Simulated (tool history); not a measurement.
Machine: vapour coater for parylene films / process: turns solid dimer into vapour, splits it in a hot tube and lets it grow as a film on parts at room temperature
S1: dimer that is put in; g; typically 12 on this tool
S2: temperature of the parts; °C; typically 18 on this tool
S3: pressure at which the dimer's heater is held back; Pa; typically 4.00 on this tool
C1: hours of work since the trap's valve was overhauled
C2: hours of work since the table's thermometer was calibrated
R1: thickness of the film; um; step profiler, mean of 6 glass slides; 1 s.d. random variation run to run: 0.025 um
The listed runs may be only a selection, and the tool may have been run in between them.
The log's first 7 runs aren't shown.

{"run": 8, "hour": 214.7, "S1": 12, "S2": 24, "S3": 3.48, "C1": 41, "C2": 759, "R1": 1.6}
{"run": 9, "hour": 250.9, "S1": 12, "S2": 24, "S3": 3.48, "C1": 65, "C2": 782, "R1": 1.55}
{"run": 10, "hour": 281.8, "S1": 12, "S2": 24, "S3": 3.48, "C1": 84, "C2": 802, "R1": 1.53}
{"run": 11, "hour": 310.2, "S1": 12, "S2": 18, "S3": 10.19, "C1": 103, "C2": 820, "R1": 1.7}
{"run": 12, "hour": 339.0, "S1": 12, "S2": 18, "S3": 10.19, "C1": 121, "C2": 839, "R1": 1.65}
{"run": 13, "hour": 362.1, "S1": 12, "S2": 18, "S3": 10.19, "C1": 136, "C2": 853, "R1": 1.66}
{"run": 14, "hour": 398.0, "S1": 12, "S2": 18, "S3": 10.19, "C1": 159, "C2": 876, "R1": 1.63}
{"run": 15, "hour": 438.2, "S1": 12, "S2": 18, "S3": 10.19, "C1": 185, "C2": 902, "R1": 1.63}
{"run": 16, "hour": 457.7, "S1": 12, "S2": 18, "S3": 10.19, "C1": 197, "C2": 915, "R1": 1.66}
{"run": 17, "hour": 484.5, "S1": 12, "S2": 18, "S3": 2.21, "C1": 215, "C2": 932, "R1": 1.85}
{"run": 18, "hour": 523.7, "S1": 12, "S2": 18, "S3": 2.21, "C1": 240, "C2": 957, "R1": 1.87}
{"run": 19, "hour": 552.3, "S1": 12, "S2": 18, "S3": 2.21, "C1": 258, "C2": 975, "R1": 1.8}
{"run": 20, "hour": 580.1, "S1": 12, "S2": 18, "S3": 4.0, "C1": 276, "C2": 993, "R1": 1.71}
{"run": 21, "hour": 610.2, "S1": 12, "S2": 18, "S3": 4.0, "C1": 295, "C2": 1013, "R1": 1.71}
{"run": 22, "hour": 641.0, "S1": 12, "S2": 18, "S3": 4.0, "C1": 315, "C2": 1032, "R1": 1.69}
{"run": 23, "hour": 667.5, "S1": 12, "S2": 18, "S3": 4.0, "C1": 332, "C2": 1049, "R1": 1.74}
{"run": 24, "hour": 704.7, "S1": 19, "S2": 28, "S3": 2.66, "C1": 356, "C2": 1073, "R1": 2.06}
{"run": 25, "hour": 728.3, "S1": 10, "S2": 12, "S3": 2.66, "C1": 371, "C2": 1088, "R1": 1.75}
{"run": 26, "hour": 768.0, "S1": 13, "S2": 30, "S3": 11.31, "C1": 396, "C2": 1114, "R1": 1.18}

Forecast run 27:
{"run": 27, "hour": 799.1, "S1": 9, "S2": 26, "S3": 11.7, "C1": 416, "C2": 1134, "R1": "?"}

Run 27 came out at R1 0.92 um.
Minus the tool's unlogged condition, the same run would have read R1 1.02 um.
